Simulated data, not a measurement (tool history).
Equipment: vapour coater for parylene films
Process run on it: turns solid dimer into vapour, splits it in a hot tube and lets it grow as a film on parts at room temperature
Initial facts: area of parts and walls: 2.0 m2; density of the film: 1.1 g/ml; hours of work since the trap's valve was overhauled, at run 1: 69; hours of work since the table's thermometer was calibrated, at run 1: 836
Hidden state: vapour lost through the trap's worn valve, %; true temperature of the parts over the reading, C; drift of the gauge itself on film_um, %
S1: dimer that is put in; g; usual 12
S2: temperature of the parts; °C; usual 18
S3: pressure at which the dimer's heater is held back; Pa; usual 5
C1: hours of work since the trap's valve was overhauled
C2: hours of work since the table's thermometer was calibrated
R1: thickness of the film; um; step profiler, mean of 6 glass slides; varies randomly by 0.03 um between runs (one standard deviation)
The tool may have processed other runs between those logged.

run   hour  S1  S2    S3   C1   C2    R1
  1      0  12  18     5   69  836  2.55
  2   18.7  12  18     5   85  852  2.59
  3   40.5  21  18     5  104  871  4.34
      60.3  -- table's thermometer calibrated
  4   60.6  21  18     5  121    0  4.22
  5   87.6  21  18     5  144   24  4.23
  6  101.8  21  18     5  157   36  4.24
  7  116.1  21  18     5  169   49  4.23
       121  -- table's thermometer calibrated, once more
  8  135.3  21  18     5  185   12  4.43
  9  150.7  21  18     5  199   26  4.44
 10  171.7  10  18     5  217   44  2.08
 11  200.1  12  18     5  242   69  2.46
 12  216.2   5  18     5  256   83  1.06
     232.5  -- trap's valve overhauled
 13  244.3   5  18     5   10  104  1.11
 14  261.4   9  27  5.44   25  119  1.43
 15    289  11  18  2.85   50  144  2.82
 16  315.3  12  26  3.92   73  167  2.07
 17    342  19  29  7.94   96  190  2.49

Run 18 comes next. What will it give?
 18  361.4  13  11  4.81  113  207   ?

{"run 18": {"R1": 3.7}}
With the hidden condition absent and the run-to-run variation left alone, this run would have shown R1 3.94 um.
